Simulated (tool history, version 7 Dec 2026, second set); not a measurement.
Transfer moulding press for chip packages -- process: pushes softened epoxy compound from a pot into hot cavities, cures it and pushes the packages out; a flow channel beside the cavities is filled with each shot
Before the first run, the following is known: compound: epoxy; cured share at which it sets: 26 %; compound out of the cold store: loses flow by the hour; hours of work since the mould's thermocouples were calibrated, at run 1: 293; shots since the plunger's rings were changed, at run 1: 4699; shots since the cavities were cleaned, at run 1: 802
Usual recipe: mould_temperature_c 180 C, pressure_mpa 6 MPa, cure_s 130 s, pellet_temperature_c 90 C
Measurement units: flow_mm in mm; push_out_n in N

| run | hour | mould_temperature_c | pressure_mpa | cure_s | pellet_temperature_c | hours of work since the mould's thermocouples were calibrated | shots since the plunger's rings were changed | shots since the cavities were cleaned | incoming compound's hours out of the cold store | flow_mm | push_out_n |
|---|---|---|---|---|---|---|---|---|---|---|---|
| 1 | 0 | 180 | 6 | 130 | 90 | 293 | 4699 | 802 | 33.1 | 647 | 425 |
|  | 3.3 | cavities cleaned with cleaning compound and waxed |
| 2 | 11.4 | 180 | 6 | 130 | 90 | 301 | 4815 | 96 | 28 | 671 | 476 |
| 3 | 22.3 | 180 | 6 | 130 | 90 | 309 | 4943 | 224 | 20.4 | 697 | 498 |
| 4 | 27.7 | 180 | 6 | 130 | 90 | 313 | 5006 | 287 | 14 | 715 | 496 |
| 5 | 35.8 | 180 | 6 | 130 | 90 | 319 | 5102 | 383 | 42.3 | 616 | 477 |
| 6 | 43.4 | 180 | 6 | 130 | 90 | 325 | 5191 | 472 | 22 | 685 | 476 |
| 7 | 49.8 | 180 | 6 | 130 | 90 | 330 | 5266 | 547 | 20.2 | 689 | 481 |
|  | 52.9 | cavities cleaned with cleaning compound and waxed, once more |
| 8 | 60.8 | 180 | 6.46 | 130 | 90 | 337 | 5378 | 94 | 33.2 | 672 | 295 |
| 9 | 67.4 | 180 | 6.46 | 130 | 90 | 342 | 5455 | 171 | 20.5 | 712 | 324 |
| 10 | 75.5 | 180 | 6.46 | 130 | 90 | 348 | 5550 | 266 | 25.9 | 696 | 334 |
| 11 | 84 | 180 | 6.83 | 130 | 90 | 355 | 5650 | 366 | 46 | 645 | 359 |
| 12 | 90 | 180 | 6.83 | 130 | 90 | 359 | 5720 | 436 | 34.3 | 680 | 365 |

For run 13, what comes out?
| 13 | 101 | 180 | 6 | 138 | 90 | 368 | 5849 | 565 | 25.3 | ? | ? |

{"run 13": {"flow_mm": 668, "push_out_n": 384}}
Without the tool's hidden state the same run would have given flow_mm 734 mm, push_out_n 268 N.
